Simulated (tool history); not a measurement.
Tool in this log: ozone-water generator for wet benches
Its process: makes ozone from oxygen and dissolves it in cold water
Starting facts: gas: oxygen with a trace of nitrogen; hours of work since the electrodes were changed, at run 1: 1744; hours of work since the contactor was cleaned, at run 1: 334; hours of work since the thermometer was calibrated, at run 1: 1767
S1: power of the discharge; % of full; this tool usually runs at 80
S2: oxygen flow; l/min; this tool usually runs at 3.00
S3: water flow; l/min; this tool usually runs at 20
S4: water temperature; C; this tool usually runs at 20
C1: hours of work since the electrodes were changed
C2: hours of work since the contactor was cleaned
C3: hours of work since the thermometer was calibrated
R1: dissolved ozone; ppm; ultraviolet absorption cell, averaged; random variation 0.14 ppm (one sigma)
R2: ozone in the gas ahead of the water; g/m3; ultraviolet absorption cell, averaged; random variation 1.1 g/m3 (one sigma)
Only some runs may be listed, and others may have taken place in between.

| run | day | S1 | S2 | S3 | S4 | C1 | C2 | C3 | R1 | R2 |
|---|---|---|---|---|---|---|---|---|---|---|
| 1 | 0.000 | 80 | 3.00 | 20 | 20 | 1744 | 334 | 1767 | 14.4 | 192.1 |
| 2 | 1.838 | 80 | 3.00 | 20 | 20 | 1780 | 369 | 1803 | 14.7 | 192.4 |
| 3 | 3.204 | 80 | 3.00 | 14 | 20 | 1807 | 396 | 1829 | 19.1 | 191.3 |
| 4 | 4.588 | 80 | 3.00 | 14 | 20 | 1833 | 423 | 1856 | 19.2 | 190.7 |
| 5 | 6.954 | 80 | 3.00 | 20 | 14 | 1879 | 468 | 1902 | 15.5 | 190.6 |
| 6 | 9.358 | 80 | 3.00 | 20 | 20 | 1926 | 515 | 1948 | 14.2 | 190.6 |
| 7 | 11.775 | 80 | 3.16 | 20 | 20 | 1973 | 562 | 1995 | 14.8 | 188.6 |
| 8 | 13.821 | 80 | 3.00 | 20 | 20 | 2012 | 602 | 2035 | 14.3 | 191.3 |
| 9 | 15.862 | 80 | 3.00 | 20 | 20 | 2052 | 641 | 2075 | 14.4 | 190.7 |
| 10 | 17.050 | 80 | 3.00 | 20 | 20 | 2075 | 664 | 2098 | 14.6 | 191.4 |
| 11 | 19.067 | 64 | 3.88 | 14 | 23 | 2114 | 703 | 2137 | 17.0 | 156.0 |
| 12 | 20.367 | 64 | 3.88 | 15 | 23 | 2139 | 728 | 2162 | 16.6 | 154.7 |
| 13 | 22.488 | 80 | 3.00 | 20 | 24 | 2180 | 770 | 2203 | 13.8 | 190.9 |
| 14 | 23.612 | 88 | 1.76 | 12 | 14 | 2202 | 791 | 2225 | 20.6 | 236.3 |
| 15 | 26.000 | 88 | 2.15 | 12 | 16 | 2248 | 838 | 2271 | 21.4 | 223.6 |
| 16 | 28.096 | 47 | 3.00 | 20 | 20 | 2289 | 878 | 2312 | 10.6 | 139.9 |
| 17 | 30.129 | 47 | 3.00 | 20 | 13 | 2328 | 918 | 2351 | 11.4 | 141.9 |
| 18 | 32.475 | 71 | 3.18 | 18 | 27 | 2374 | 963 | 2397 | 13.5 | 174.6 |
| 19 | 33.808 | 65 | 1.53 | 20 | 20 | 2400 | 989 | 2422 | 9.8 | 211.9 |
| 20 | 36.479 | 83 | 4.25 | 18 | 14 | 2451 | 1041 | 2474 | 18.9 | 173.3 |

Pick out some run-to-run changes in R1. Of each, how much would a tool without hidden state show as well, from the settings, what came in and chance, and how much is left for the hidden state and any gauge scatter not in both results compared?
The tool's hidden condition here consists of: yield of the discharge, % of new electrodes'; contactor's efficiency, % of a clean one's; true water temperature over the reading, C; drift of the gauge itself on ozone_ppm, %; drift of the gauge itself on gas_g_m3, %.
Run 15 -> 16: S1 88 -> 47, S2 2.15 -> 3.00, S3 12 -> 20, S4 16 -> 20. R1 -10.8 ppm: hidden state +0.7, all else -11.5.
Run 19 -> 20: S1 65 -> 83, S2 1.53 -> 4.25, S3 20 -> 18, S4 20 -> 14. R1 +9.1 ppm: hidden state -0.6, all else +9.7.
